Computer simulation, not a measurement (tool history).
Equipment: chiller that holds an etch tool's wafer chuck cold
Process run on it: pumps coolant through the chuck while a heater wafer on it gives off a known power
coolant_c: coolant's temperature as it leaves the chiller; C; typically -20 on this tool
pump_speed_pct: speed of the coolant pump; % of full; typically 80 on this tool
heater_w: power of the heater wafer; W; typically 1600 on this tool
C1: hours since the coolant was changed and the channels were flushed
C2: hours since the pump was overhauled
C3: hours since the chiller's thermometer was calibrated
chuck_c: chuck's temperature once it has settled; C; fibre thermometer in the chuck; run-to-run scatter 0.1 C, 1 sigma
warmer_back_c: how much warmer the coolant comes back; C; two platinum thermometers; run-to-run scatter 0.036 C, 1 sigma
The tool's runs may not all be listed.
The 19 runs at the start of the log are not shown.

Run 20, hour 429: usual settings but pump_speed_pct 72 % of full; C1 2671; C2 1303; C3 1941. Result: chuck_c -0.9 C, warmer_back_c 7.37 C.
Run 21, hour 459.2: usual settings but coolant_c -11 C, pump_speed_pct 60 % of full, heater_w 1891 W; C1 2701; C2 1333; C3 1971. Result: chuck_c 15.8 C, warmer_back_c 10.61 C.
Run 22, hour 477.3: usual settings but coolant_c -18 C, pump_speed_pct 60 % of full, heater_w 1866 W; C1 2719; C2 1351; C3 1989. Result: chuck_c 8.4 C, warmer_back_c 10.42 C.
Run 23, hour 501.4: usual settings but coolant_c -29 C, pump_speed_pct 93 % of full, heater_w 844 W; C1 2743; C2 1376; C3 2013. Result: chuck_c -21 C, warmer_back_c 2.95 C.
Run 24, hour 519.7: usual settings but heater_w 2357 W; C1 2762; C2 1394; C3 2032. Result: chuck_c 6.2 C, warmer_back_c 9.64 C.
Run 25, hour 532.5: usual settings but heater_w 2357 W; C1 2775; C2 1407; C3 2045. Result: chuck_c 6 C, warmer_back_c 9.68 C.
Run 26, hour 557.1: usual settings but pump_speed_pct 67 % of full, heater_w 2357 W; C1 2799; C2 1431; C3 2069. Result: chuck_c 10.5 C, warmer_back_c 11.73 C.
Run 27, hour 583.2: usual settings but coolant_c -29 C, pump_speed_pct 75 % of full, heater_w 1705 W; C1 2825; C2 1457; C3 2095. Result: chuck_c -9.1 C, warmer_back_c 7.45 C.
Run 28, hour 608.1: usual settings but coolant_c -29 C, pump_speed_pct 75 % of full, heater_w 1705 W; C1 2850; C2 1482; C3 2120. Result: chuck_c -8.9 C, warmer_back_c 7.49 C.
Run 29, hour 627: usual settings but coolant_c -26 C, pump_speed_pct 66 % of full, heater_w 1705 W; C1 2869; C2 1501; C3 2139. Result: chuck_c -3.5 C, warmer_back_c 8.63 C.
Run 30, hour 643.5: usual settings but coolant_c -19 C, pump_speed_pct 71 % of full, heater_w 1161 W; C1 2886; C2 1518; C3 2156. Result: chuck_c -4.9 C, warmer_back_c 5.46 C.
Run 31, hour 667: usual settings but coolant_c -19 C, pump_speed_pct 71 % of full, heater_w 1161 W; C1 2909; C2 1541; C3 2179. Result: chuck_c -4.7 C, warmer_back_c 5.4 C.

Here are 3 independent what-if runs from the current tool condition. What would each one return?
Run A, hour 681.6: usual settings but coolant_c -27 C, pump_speed_pct 71 % of full, heater_w 1113 W; C1 2924; C2 1556; C3 2194. Result: chuck_c ?, warmer_back_c ?.
Run B, hour 681.6: usual settings but coolant_c -29 C, pump_speed_pct 83 % of full, heater_w 1161 W; C1 2924; C2 1556; C3 2194. Result: chuck_c ?, warmer_back_c ?.
Run C, hour 681.6: usual settings but coolant_c -19 C, pump_speed_pct 76 % of full, heater_w 921 W; C1 2924; C2 1556; C3 2194. Result: chuck_c ?, warmer_back_c ?.

run  chuck_c  warmer_back_c
  A    -13.4            5.2
  B    -16.7           4.54
  C     -8.4           3.97
What these runs would have given with no unlogged condition in the tool:
run  chuck_c  warmer_back_c
  A    -14.4           5.09
  B    -17.6           4.44
  C     -9.1           3.88
